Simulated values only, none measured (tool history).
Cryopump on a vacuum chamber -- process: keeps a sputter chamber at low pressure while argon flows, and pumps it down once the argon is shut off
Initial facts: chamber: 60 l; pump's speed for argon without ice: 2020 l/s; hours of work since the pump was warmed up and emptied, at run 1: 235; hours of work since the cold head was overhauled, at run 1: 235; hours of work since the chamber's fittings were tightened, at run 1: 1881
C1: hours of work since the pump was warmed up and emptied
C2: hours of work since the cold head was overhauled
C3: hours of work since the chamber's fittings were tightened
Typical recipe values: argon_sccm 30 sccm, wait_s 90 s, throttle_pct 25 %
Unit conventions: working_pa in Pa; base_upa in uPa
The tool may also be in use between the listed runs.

Run 1, day 0.000: usual settings; C1 235; C2 235; C3 1881. Result: working_pa 0.1035 Pa, base_upa 1.16 uPa.
Run 2, day 0.967: usual settings; C1 247; C2 247; C3 1892. Result: working_pa 0.1016 Pa, base_upa 1.20 uPa.
Run 3, day 1.800: usual settings but argon_sccm 22 sccm; C1 256; C2 256; C3 1902. Result: working_pa 0.0757 Pa, base_upa 1.20 uPa.
Run 4, day 3.071: usual settings but argon_sccm 22 sccm; C1 272; C2 272; C3 1917. Result: working_pa 0.0770 Pa, base_upa 1.19 uPa.
Run 5, day 4.412: usual settings but argon_sccm 29 sccm; C1 288; C2 288; C3 1933. Result: working_pa 0.1012 Pa, base_upa 1.22 uPa.
Run 6, day 5.446: usual settings; C1 300; C2 300; C3 1945. Result: working_pa 0.1030 Pa, base_upa 1.23 uPa.
Run 7, day 6.583: usual settings; C1 313; C2 313; C3 1959. Result: working_pa 0.1045 Pa, base_upa 1.27 uPa.
Run 8, day 7.738: usual settings; C1 327; C2 327; C3 1973. Result: working_pa 0.1037 Pa, base_upa 1.24 uPa.
Run 9, day 8.842: usual settings but throttle_pct 20 %; C1 340; C2 340; C3 1986. Result: working_pa 0.1300 Pa, base_upa 1.24 uPa.
Run 10, day 9.550: usual settings but throttle_pct 20 %; C1 349; C2 349; C3 1994. Result: working_pa 0.1292 Pa, base_upa 1.30 uPa.
Run 11, day 10.583: usual settings but throttle_pct 20 %; C1 361; C2 361; C3 2007. Result: working_pa 0.1305 Pa, base_upa 1.28 uPa.
Run 12, day 11.500: usual settings but throttle_pct 20 %; C1 372; C2 372; C3 2018. Result: working_pa 0.1294 Pa, base_upa 1.29 uPa.
Run 13, day 12.996: usual settings but throttle_pct 20 %; C1 390; C2 390; C3 2035. Result: working_pa 0.1299 Pa, base_upa 1.29 uPa.
Run 14, day 13.621: usual settings but throttle_pct 20 %; C1 397; C2 397; C3 2043. Result: working_pa 0.1309 Pa, base_upa 1.28 uPa.
Run 15, day 14.704: usual settings but argon_sccm 20 sccm, wait_s 290 s, throttle_pct 23 %; C1 410; C2 410; C3 2056. Result: working_pa 0.0754 Pa, base_upa 1.18 uPa.
Run 16, day 15.921: usual settings but argon_sccm 43 sccm, wait_s 135 s, throttle_pct 53 %; C1 425; C2 425; C3 2070. Result: working_pa 0.0749 Pa, base_upa 1.29 uPa.
Run 17, day 17.425: usual settings but argon_sccm 55 sccm, wait_s 28 s; C1 443; C2 443; C3 2088. Result: working_pa 0.1937 Pa, base_upa 1.91 uPa.
Run 18, day 18.558: usual settings but argon_sccm 47 sccm, wait_s 54 s, throttle_pct 26 %; C1 456; C2 456; C3 2102. Result: working_pa 0.1606 Pa, base_upa 1.51 uPa.
Run 19, day 19.229: usual settings but argon_sccm 18 sccm, wait_s 114 s, throttle_pct 57 %; C1 464; C2 464; C3 2110. Result: working_pa 0.0299 Pa, base_upa 1.30 uPa.
Run 20, day 19.867: usual settings but argon_sccm 18 sccm, wait_s 30 s, throttle_pct 28 %; C1 472; C2 472; C3 2117. Result: working_pa 0.0576 Pa, base_upa 1.87 uPa.
Run 21, day 20.992: usual settings but argon_sccm 25 sccm, wait_s 31 s; C1 485; C2 485; C3 2131. Result: working_pa 0.0894 Pa, base_upa 1.84 uPa.
Run 22, day 22.325: usual settings but argon_sccm 14 sccm, wait_s 89 s; C1 501; C2 501; C3 2147. Result: working_pa 0.0492 Pa, base_upa 1.44 uPa.
Run 23, day 23.183: usual settings but wait_s 22 s, throttle_pct 41 %; C1 511; C2 511; C3 2157. Result: working_pa 0.0677 Pa, base_upa 2.14 uPa.
Run 24, day 24.350: usual settings but wait_s 22 s, throttle_pct 41 %; C1 525; C2 525; C3 2171. Result: working_pa 0.0680 Pa, base_upa 2.17 uPa.
Run 25, day 25.112: usual settings but argon_sccm 17 sccm, wait_s 98 s, throttle_pct 35 %; C1 534; C2 534; C3 2180. Result: working_pa 0.0456 Pa, base_upa 1.42 uPa.
Run 26, day 26.512: usual settings but argon_sccm 17 sccm, wait_s 98 s, throttle_pct 38 %; C1 551; C2 551; C3 2196. Result: working_pa 0.0418 Pa, base_upa 1.48 uPa.
Run 27, day 27.838: usual settings but argon_sccm 47 sccm, wait_s 39 s; C1 567; C2 567; C3 2212. Result: working_pa 0.1678 Pa, base_upa 1.76 uPa.

Some steps in working_pa, run to run, broken into two amounts with sign: the step expected even without the hidden condition (settings, incoming material, random variation), and the rest, left for the hidden condition together with whatever gauge scatter is not in both the measured and the hidden-condition-free result:
What the log doesn't record here: pump's speed, % of a pump's without ice; cold plate's temperature, K; leak into the chamber, uPa l/s; drift of the gauge itself on working_pa, %; drift of the gauge itself on base_upa, %.
Run 18 -> 19: argon_sccm 47 -> 18, wait_s 54 -> 114, throttle_pct 26 -> 57. working_pa -0.1307 Pa: hidden state -0.0055, all else -0.1252.
Run 26 -> 27: argon_sccm 17 -> 47, wait_s 98 -> 39, throttle_pct 38 -> 25. working_pa +0.1260 Pa: hidden state +0.0075, all else +0.1185.
